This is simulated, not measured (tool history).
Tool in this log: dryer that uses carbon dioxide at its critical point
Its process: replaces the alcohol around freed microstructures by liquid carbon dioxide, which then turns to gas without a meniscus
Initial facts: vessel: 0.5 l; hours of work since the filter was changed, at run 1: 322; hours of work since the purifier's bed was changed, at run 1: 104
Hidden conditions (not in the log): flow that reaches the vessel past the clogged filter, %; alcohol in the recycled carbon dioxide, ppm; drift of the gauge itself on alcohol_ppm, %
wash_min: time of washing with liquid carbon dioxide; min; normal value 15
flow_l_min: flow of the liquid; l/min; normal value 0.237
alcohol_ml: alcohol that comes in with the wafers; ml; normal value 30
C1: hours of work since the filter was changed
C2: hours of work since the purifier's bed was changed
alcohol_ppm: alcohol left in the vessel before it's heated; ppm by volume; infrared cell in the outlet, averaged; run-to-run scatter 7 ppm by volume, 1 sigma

Run 1, hour 0: usual settings; C1 322; C2 104. Result: alcohol_ppm 463 ppm by volume.
Run 2, hour 30.2: usual settings but flow_l_min 0.327 l/min; C1 335; C2 118. Result: alcohol_ppm 105 ppm by volume.
Run 3, hour 49.7: usual settings but flow_l_min 0.327 l/min; C1 344; C2 126. Result: alcohol_ppm 94 ppm by volume.
Run 4, hour 65.4: usual settings but flow_l_min 0.327 l/min; C1 351; C2 133. Result: alcohol_ppm 96 ppm by volume.
Run 5, hour 97.8: usual settings but flow_l_min 0.327 l/min; C1 366; C2 148. Result: alcohol_ppm 96 ppm by volume.
Run 6, hour 129.2: usual settings; C1 380; C2 162. Result: alcohol_ppm 461 ppm by volume.
Run 7, hour 145.1: usual settings; C1 387; C2 169. Result: alcohol_ppm 478 ppm by volume.
Run 8, hour 163.8: usual settings; C1 395; C2 178. Result: alcohol_ppm 488 ppm by volume.
Run 9, hour 186.8: usual settings; C1 406; C2 188. Result: alcohol_ppm 480 ppm by volume.
Run 10, hour 204.4: usual settings; C1 413; C2 196. Result: alcohol_ppm 495 ppm by volume.
Run 11, hour 235.2: usual settings; C1 427; C2 210. Result: alcohol_ppm 503 ppm by volume.
Run 12, hour 252.9: usual settings but flow_l_min 0.182 l/min; C1 435; C2 217. Result: alcohol_ppm 1392 ppm by volume.
Run 13, hour 277.8: usual settings but wash_min 10 min; C1 446; C2 229. Result: alcohol_ppm 2373 ppm by volume.
Run 14, hour 296.9: usual settings but wash_min 10 min, flow_l_min 0.276 l/min, alcohol_ml 25 ml; C1 455; C2 237. Result: alcohol_ppm 1189 ppm by volume.
Run 15, hour 315.6: usual settings but wash_min 10 min, flow_l_min 0.216 l/min, alcohol_ml 25 ml; C1 463; C2 246. Result: alcohol_ppm 2681 ppm by volume.
Run 16, hour 332: usual settings but wash_min 9 min, flow_l_min 0.158 l/min, alcohol_ml 47 ml; C1 471; C2 253. Result: alcohol_ppm 13120 ppm by volume.
Run 17, hour 355: usual settings but alcohol_ml 57 ml; C1 481; C2 263. Result: alcohol_ppm 910 ppm by volume.
Run 18, hour 384.8: usual settings but wash_min 16 min, flow_l_min 0.357 l/min; C1 494; C2 277. Result: alcohol_ppm 80 ppm by volume.
Run 19, hour 403.4: usual settings but wash_min 10 min, flow_l_min 0.333 l/min, alcohol_ml 50 ml; C1 503; C2 285. Result: alcohol_ppm 1214 ppm by volume.
Run 20, hour 424.9: usual settings but wash_min 13 min, alcohol_ml 116 ml; C1 512; C2 295. Result: alcohol_ppm 3677 ppm by volume.

Run 21 is up next; what results do you expect?
Run 21, hour 455.7: usual settings but wash_min 24 min, flow_l_min 0.312 l/min, alcohol_ml 55 ml; C1 526; C2 309. Result: alcohol_ppm ?.

Run 21 measured alcohol_ppm 60 ppm by volume.
The same run, on a tool lacking any hidden state, would have yielded alcohol_ppm 6 ppm by volume.

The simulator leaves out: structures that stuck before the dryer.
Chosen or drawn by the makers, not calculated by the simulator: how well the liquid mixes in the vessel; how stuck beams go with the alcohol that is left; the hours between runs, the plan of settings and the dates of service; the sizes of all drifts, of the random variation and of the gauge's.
